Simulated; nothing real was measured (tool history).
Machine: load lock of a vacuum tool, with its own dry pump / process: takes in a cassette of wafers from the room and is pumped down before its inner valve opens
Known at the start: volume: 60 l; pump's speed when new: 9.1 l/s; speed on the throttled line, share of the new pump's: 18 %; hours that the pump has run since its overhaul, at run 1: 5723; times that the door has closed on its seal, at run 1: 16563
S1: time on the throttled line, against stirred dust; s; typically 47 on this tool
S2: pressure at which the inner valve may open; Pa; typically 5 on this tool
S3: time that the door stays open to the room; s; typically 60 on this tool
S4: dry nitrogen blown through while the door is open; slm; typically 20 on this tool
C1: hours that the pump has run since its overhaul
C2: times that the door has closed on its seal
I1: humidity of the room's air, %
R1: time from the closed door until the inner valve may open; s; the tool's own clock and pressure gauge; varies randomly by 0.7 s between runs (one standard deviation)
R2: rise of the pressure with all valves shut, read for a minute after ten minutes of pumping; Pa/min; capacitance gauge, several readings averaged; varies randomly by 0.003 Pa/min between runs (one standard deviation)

run     hour  S1  S2   S3  S4     C1     C2    I1     R1     R2
  1        0  47   5   60  20   5723  16563  42.9  109.9  0.158
  2    432.2  47   5   60  20   6155  17026  45.7  108.7  0.164
  3    803.5  47   5   60  20   6527  17423  42.4  108.8  0.172
  4   1394.5  47   5   60  20   7117  18056  45.5  109.4  0.177
  5   1970.1  47   4   60  20   7693  18672  43.8  112.3  0.192
  6   2515.6  47   4   60  20   8239  19256  43.5  113.7  0.191
  7   2889.2  47   4   60  32   8612  19655  46.6  111.8  0.205
  8   3310.6  47   5   60  32   9034  20106  45.5  110.7  0.209
  9   3818.3  47   5   60  32   9541  20650  45.5  111.2  0.214
 10   4338.6  47   5   60  32  10062  21206  42.4    113  0.226
 11   4623.3  47   5   60  20  10346  21511  44.2  111.6  0.236
      4954.3  -- door's seal changed, seat wiped
 12   4959.6  47   5   60  21  10681      5  46.7  113.1   0.02
 13   5283.8  47   5   60  21  11005    352  46.3  111.6  0.016
 14   5644.5  47   5   60  20  11366    738  45.5  114.1  0.014
 15   5938.4  47   5   60   5  11660   1053  46.7  113.2  0.028
 16   6520.5  47   5   60   5  12242   1676  41.9  113.4  0.029
 17   7103.8  47   5   60  20  12825   2300  44.4  113.9  0.024
 18   7485.1  47   5   60  20  13207   2708  43.4  114.3  0.028
 19   7769.1  53   5   37  15  13491   3012  41.2  120.3  0.027
 20   8210.5  47   5   60  10  13932   3484  47.8  115.7  0.031
 21   8570.2  47   5   60  10  14292   3869    44  116.6  0.032
 22   9002.1  30   5   60  10  14724   4331  44.5  102.8  0.037
 23   9264.1  30   5   60  10  14986   4612  45.1  101.8  0.038
 24   9748.3  30   5   60  10  15470   5130  47.5  104.5  0.047
 25  10230.4  74   5   27   6  15952   5646  43.3  136.7  0.039
 26  10703.8  74   5   27   6  16425   6152  44.8  139.2  0.051
 27    11234  26   6  115  19  16955   6720  44.8   99.5  0.054
 28  11571.6  26   5   47  19  17293   7081  43.7  100.8  0.052
 29  11823.9  61   6   96  43  17545   7351  46.5  127.5  0.055
 30  12257.7  47   5  183  20  17979   7815  42.7  118.2  0.064
 31  12715.5  47   5  183  20  18437   8305  43.6    119   0.07
 32  13250.6  47   5  183  20  18972   8878    46  120.5  0.073
 33    13835  48   4   67  27  19556   9503    44  123.3  0.071
 34  14191.3  48   5  132   6  19913   9884  43.6  121.4  0.092
 35  14773.5  47   5   60   9  20495  10508  46.5  121.4  0.083
 36  15073.6  47   5  156   9  20795  10829  43.1  121.5  0.095

Forecast each of these 5 alternatives for the next run:
  A  15525.6  36   5   94   5  21247  11312  43.6   ?   ?
  B  15525.6  50   6   25   9  21247  11312  41.4   ?   ?
  C  15525.6  47   7  156   9  21247  11312  45.7   ?   ?
  D  15525.6  47   7  156   9  21247  11312  46.7   ?   ?
  E  15525.6  40   5   60  20  21247  11312  48.4   ?   ?

run     R1     R2
  A  112.7  0.099
  B  123.6  0.089
  C  117.4  0.098
  D    118    0.1
  E  116.9  0.085
What these runs would have given with no unlogged condition in the tool:
run     R1     R2
  A   95.1  0.025
  B  106.8  0.015
  C  101.1  0.024
  D  101.6  0.026
  E   99.3  0.012

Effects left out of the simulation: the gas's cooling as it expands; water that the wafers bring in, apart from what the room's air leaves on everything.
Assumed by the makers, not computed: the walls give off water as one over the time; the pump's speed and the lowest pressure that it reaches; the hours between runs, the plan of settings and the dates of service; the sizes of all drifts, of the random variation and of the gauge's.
